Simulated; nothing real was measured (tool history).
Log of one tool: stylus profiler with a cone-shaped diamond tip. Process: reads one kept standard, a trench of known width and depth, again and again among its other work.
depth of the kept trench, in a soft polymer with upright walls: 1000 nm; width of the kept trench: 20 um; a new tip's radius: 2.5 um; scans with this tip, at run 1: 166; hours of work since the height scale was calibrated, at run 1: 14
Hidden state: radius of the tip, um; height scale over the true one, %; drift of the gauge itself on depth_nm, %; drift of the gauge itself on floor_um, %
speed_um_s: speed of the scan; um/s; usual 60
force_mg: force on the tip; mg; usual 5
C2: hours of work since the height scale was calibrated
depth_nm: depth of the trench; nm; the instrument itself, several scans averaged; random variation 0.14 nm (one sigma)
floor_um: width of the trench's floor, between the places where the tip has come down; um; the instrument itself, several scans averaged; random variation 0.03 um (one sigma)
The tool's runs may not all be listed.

run 1 hour=0 | speed_um_s=60 force_mg=5 | scans_with_this_tip=166 C2=14 | depth_nm=1023.08 floor_um=15.75
run 2 hour=28.7 | speed_um_s=60 force_mg=5 | scans_with_this_tip=320 C2=26 | depth_nm=1022.98 floor_um=15.82
run 3 hour=81.1 | speed_um_s=60 force_mg=14.43 | scans_with_this_tip=601 C2=49 | depth_nm=1046.64 floor_um=15.87
run 4 hour=136.4 | speed_um_s=60 force_mg=14.43 | scans_with_this_tip=897 C2=73 | depth_nm=1046.77 floor_um=15.86
run 5 hour=191.4 | speed_um_s=60 force_mg=14.43 | scans_with_this_tip=1192 C2=98 | depth_nm=1047.05 floor_um=15.83
run 6 hour=220.4 | speed_um_s=60 force_mg=14.43 | scans_with_this_tip=1348 C2=110 | depth_nm=1046.87 floor_um=15.84
run 7 hour=276 | speed_um_s=60 force_mg=14.43 | scans_with_this_tip=1645 C2=135 | depth_nm=1047.09 floor_um=15.86
run 8 hour=328.1 | speed_um_s=60 force_mg=14.43 | scans_with_this_tip=1925 C2=157 | depth_nm=1046.72 floor_um=15.79
run 9 hour=365.5 | speed_um_s=60 force_mg=14.43 | scans_with_this_tip=2125 C2=174 | depth_nm=1046.66 floor_um=15.87
run 10 hour=412.3 | speed_um_s=60 force_mg=14.43 | scans_with_this_tip=2376 C2=194 | depth_nm=1046.72 floor_um=15.81
run 11 hour=454.3 | speed_um_s=81 force_mg=14.43 | scans_with_this_tip=2601 C2=213 | depth_nm=1046.87 floor_um=15.78
run 12 hour=485 | speed_um_s=81 force_mg=14.43 | scans_with_this_tip=2766 C2=226 | depth_nm=1046.55 floor_um=15.77
run 13 hour=524.9 | speed_um_s=21 force_mg=5.26 | scans_with_this_tip=2979 C2=244 | depth_nm=1023.7 floor_um=15.91
run 14 hour=565.7 | speed_um_s=88 force_mg=2.31 | scans_with_this_tip=3198 C2=262 | depth_nm=1013.74 floor_um=15.43
run 15 hour=594.6 | speed_um_s=88 force_mg=2.31 | scans_with_this_tip=3353 C2=274 | depth_nm=1013.75 floor_um=15.44
run 16 hour=629.8 | speed_um_s=21 force_mg=14.76 | scans_with_this_tip=3542 C2=290 | depth_nm=1047.55 floor_um=15.94
run 17 hour=671.9 | speed_um_s=21 force_mg=14.76 | scans_with_this_tip=3767 C2=308 | depth_nm=1047.52 floor_um=15.95
run 18 hour=704.2 | speed_um_s=21 force_mg=14.76 | scans_with_this_tip=3941 C2=322 | depth_nm=1047.38 floor_um=15.96
run 19 hour=750.2 | speed_um_s=21 force_mg=14.76 | scans_with_this_tip=4187 C2=343 | depth_nm=1047.63 floor_um=15.95
run 20 hour=790.1 | speed_um_s=64 force_mg=2.97 | scans_with_this_tip=4401 C2=360 | depth_nm=1016.24 floor_um=15.67
run 21 hour=820 | speed_um_s=211 force_mg=9.81 | scans_with_this_tip=4561 C2=373 | depth_nm=1036.14 floor_um=15.36
run 22 hour=867.3 | speed_um_s=211 force_mg=9.81 | scans_with_this_tip=4814 C2=394 | depth_nm=1036.18 floor_um=15.41
run 23 hour=896 | speed_um_s=123 force_mg=1.76 | scans_with_this_tip=4969 C2=407 | depth_nm=1011.25 floor_um=15.15

5 ways to go on from here, each from the tool as it stands after run 23. What would each give?
run A hour=951.7 | speed_um_s=22 force_mg=9.05 | scans_with_this_tip=5267 C2=431 | depth_nm=? floor_um=?
run B hour=951.7 | speed_um_s=17 force_mg=12.53 | scans_with_this_tip=5267 C2=431 | depth_nm=? floor_um=?
run C hour=951.7 | speed_um_s=123 force_mg=4.23 | scans_with_this_tip=5267 C2=431 | depth_nm=? floor_um=?
run D hour=951.7 | speed_um_s=136 force_mg=5 | scans_with_this_tip=5267 C2=431 | depth_nm=? floor_um=?
run E hour=951.7 | speed_um_s=60 force_mg=4.11 | scans_with_this_tip=5267 C2=431 | depth_nm=? floor_um=?

run=A depth_nm=1034.05 floor_um=15.9
run=B depth_nm=1042.52 floor_um=15.94
run=C depth_nm=1020.67 floor_um=15.45
run=D depth_nm=1023.16 floor_um=15.42
run=E depth_nm=1020.11 floor_um=15.73
Without the tool's hidden state the same runs would have given:
run=A depth_nm=1034.05 floor_um=15.91
run=B depth_nm=1042.52 floor_um=15.95
run=C depth_nm=1020.68 floor_um=15.46
run=D depth_nm=1023.16 floor_um=15.43
run=E depth_nm=1020.11 floor_um=15.74

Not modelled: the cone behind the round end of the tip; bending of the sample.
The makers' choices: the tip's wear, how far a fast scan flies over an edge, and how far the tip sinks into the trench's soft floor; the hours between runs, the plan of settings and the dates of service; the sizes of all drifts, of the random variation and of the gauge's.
